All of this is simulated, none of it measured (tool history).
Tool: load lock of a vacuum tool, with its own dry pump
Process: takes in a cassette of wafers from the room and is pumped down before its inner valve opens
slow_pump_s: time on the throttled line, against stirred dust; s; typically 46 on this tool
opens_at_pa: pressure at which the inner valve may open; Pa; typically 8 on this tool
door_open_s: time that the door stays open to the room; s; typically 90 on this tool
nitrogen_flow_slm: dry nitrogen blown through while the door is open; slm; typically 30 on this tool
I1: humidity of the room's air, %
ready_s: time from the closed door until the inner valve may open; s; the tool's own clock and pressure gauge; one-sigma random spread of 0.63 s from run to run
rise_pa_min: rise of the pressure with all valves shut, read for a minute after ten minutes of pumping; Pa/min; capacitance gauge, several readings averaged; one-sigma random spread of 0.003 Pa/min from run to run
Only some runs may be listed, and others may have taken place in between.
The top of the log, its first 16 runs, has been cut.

run 17 hour=1120.9 | slow_pump_s=46 opens_at_pa=8 door_open_s=90 nitrogen_flow_slm=30 | I1=47.7 | ready_s=99.2 rise_pa_min=0.021
run 18 hour=1172.2 | slow_pump_s=26 opens_at_pa=8 door_open_s=35 nitrogen_flow_slm=30 | I1=44.5 | ready_s=85.5 rise_pa_min=0.017
run 19 hour=1239.0 | slow_pump_s=26 opens_at_pa=8 door_open_s=35 nitrogen_flow_slm=30 | I1=46.1 | ready_s=86.0 rise_pa_min=0.021
run 20 hour=1286.7 | slow_pump_s=26 opens_at_pa=14 door_open_s=48 nitrogen_flow_slm=30 | I1=45.7 | ready_s=81.7 rise_pa_min=0.017
run 21 hour=1368.6 | slow_pump_s=41 opens_at_pa=9 door_open_s=48 nitrogen_flow_slm=30 | I1=43.1 | ready_s=94.4 rise_pa_min=0.017
run 22 hour=1443.6 | slow_pump_s=41 opens_at_pa=9 door_open_s=48 nitrogen_flow_slm=30 | I1=44.5 | ready_s=95.9 rise_pa_min=0.020
run 23 hour=1519.1 | slow_pump_s=46 opens_at_pa=8 door_open_s=182 nitrogen_flow_slm=30 | I1=44.3 | ready_s=99.6 rise_pa_min=0.035
run 24 hour=1596.6 | slow_pump_s=46 opens_at_pa=8 door_open_s=98 nitrogen_flow_slm=30 | I1=45.2 | ready_s=99.9 rise_pa_min=0.023
run 25 hour=1657.2 | slow_pump_s=46 opens_at_pa=8 door_open_s=98 nitrogen_flow_slm=30 | I1=43.3 | ready_s=99.1 rise_pa_min=0.020
run 26 hour=1701.9 | slow_pump_s=51 opens_at_pa=8 door_open_s=221 nitrogen_flow_slm=30 | I1=44.5 | ready_s=102.7 rise_pa_min=0.034
run 27 hour=1768.6 | slow_pump_s=51 opens_at_pa=8 door_open_s=221 nitrogen_flow_slm=30 | I1=46.5 | ready_s=104.3 rise_pa_min=0.032
run 28 hour=1848.9 | slow_pump_s=51 opens_at_pa=8 door_open_s=221 nitrogen_flow_slm=30 | I1=41.9 | ready_s=101.8 rise_pa_min=0.026
run 29 hour=1891.7 | slow_pump_s=51 opens_at_pa=8 door_open_s=221 nitrogen_flow_slm=30 | I1=49.4 | ready_s=101.9 rise_pa_min=0.030

What does the tool deliver on the next run?
run 30 hour=1963.4 | slow_pump_s=47 opens_at_pa=8 door_open_s=221 nitrogen_flow_slm=34 | I1=46.7 | ready_s=? rise_pa_min=?

ready_s: 99.7 s
rise_pa_min: 0.029 Pa/min
With the hidden condition absent and the run-to-run variation left alone, this run would have shown ready_s 92.9 s, rise_pa_min 0.022 Pa/min.

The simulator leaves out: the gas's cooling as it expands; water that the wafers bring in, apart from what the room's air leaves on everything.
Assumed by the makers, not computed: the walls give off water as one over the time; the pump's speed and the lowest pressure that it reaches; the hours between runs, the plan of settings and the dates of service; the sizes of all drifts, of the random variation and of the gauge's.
